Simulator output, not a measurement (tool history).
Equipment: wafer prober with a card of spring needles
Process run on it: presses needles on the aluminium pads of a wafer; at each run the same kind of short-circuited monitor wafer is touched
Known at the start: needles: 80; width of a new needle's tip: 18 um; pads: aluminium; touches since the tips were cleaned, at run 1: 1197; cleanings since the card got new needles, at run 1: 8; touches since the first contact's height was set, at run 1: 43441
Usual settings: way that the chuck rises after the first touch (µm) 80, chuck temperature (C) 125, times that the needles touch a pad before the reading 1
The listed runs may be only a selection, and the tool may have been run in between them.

run,hour,way that the chuck rises after the first touch (µm),chuck temperature (C),times that the needles touch a pad before the reading,touches since the tips were cleaned,cleanings since the card got new needles,touches since the first contact's height was set,resistance of one needle with its contact and lead (mohm),way that a needle slides on the pad (µm)
1,0.0,80,125,1,1197,8,43441,150,15.46
# hour 16.4: tips cleaned on abrasive film
2,22.5,80,125,1,1353,9,48471,146,15.50
# hour 37.6: tips cleaned on abrasive film
3,41.0,80,125,1,768,10,52632,145,15.42
# hour 59.4: tips cleaned on abrasive film
4,61.8,80,125,1,536,11,57285,142,15.40
5,78.4,80,35,1,4271,11,61020,143,15.49
# hour 81.9: tips cleaned on abrasive film
6,101.4,80,35,1,4382,12,66173,143,15.43
# hour 103.5: tips cleaned on abrasive film
7,115.8,80,35,1,2770,13,69397,144,15.42
# hour 125.1: tips cleaned on abrasive film
8,130.5,80,35,1,1207,14,72662,140,15.40
# hour 132.3: height of the first contact set anew
9,140.5,80,35,1,3408,14,1864,142,15.35
# hour 146.7: tips cleaned on abrasive film
10,160.8,80,95,2,3170,15,6398,142,15.31
# hour 169.0: tips cleaned on abrasive film
# hour 171.2: height of the first contact set anew, once more
11,175.9,97,42,3,1500,16,1055,125,18.89
# hour 191.9: tips cleaned on abrasive film
12,193.6,80,125,1,386,17,5018,141,15.57
13,211.1,74,54,2,4322,17,8954,142,14.36
# hour 213.3: tips cleaned on abrasive film
14,231.2,83,47,1,4038,18,13455,143,16.15
# hour 235.7: tips cleaned on abrasive film
15,243.5,83,47,1,1763,19,16192,139,16.10
16,256.2,69,32,1,4620,19,19049,153,13.40

What if the next run were any one of these 5? Each begins from the tool's condition after run 16:
# hour 258.4: tips cleaned on abrasive film
A,274.9,68,38,3,3719,20,23237,?,?
# hour 258.4: tips cleaned on abrasive film
B,274.9,60,125,1,3719,20,23237,?,?
# hour 258.4: tips cleaned on abrasive film
C,274.9,93,32,2,3719,20,23237,?,?
# hour 258.4: tips cleaned on abrasive film
D,274.9,64,59,1,3719,20,23237,?,?
# hour 258.4: tips cleaned on abrasive film
E,274.9,92,52,2,3719,20,23237,?,?

run,resistance of one needle with its contact and lead (mohm),way that a needle slides on the pad (µm)
A,138,13.19
B,173,11.64
C,131,18.04
D,160,12.39
E,135,17.83
With no hidden state in the tool, these same runs would have given:
run,resistance of one needle with its contact and lead (mohm),way that a needle slides on the pad (µm)
A,127,13.23
B,143,11.68
C,122,18.09
D,130,12.43
E,126,17.88
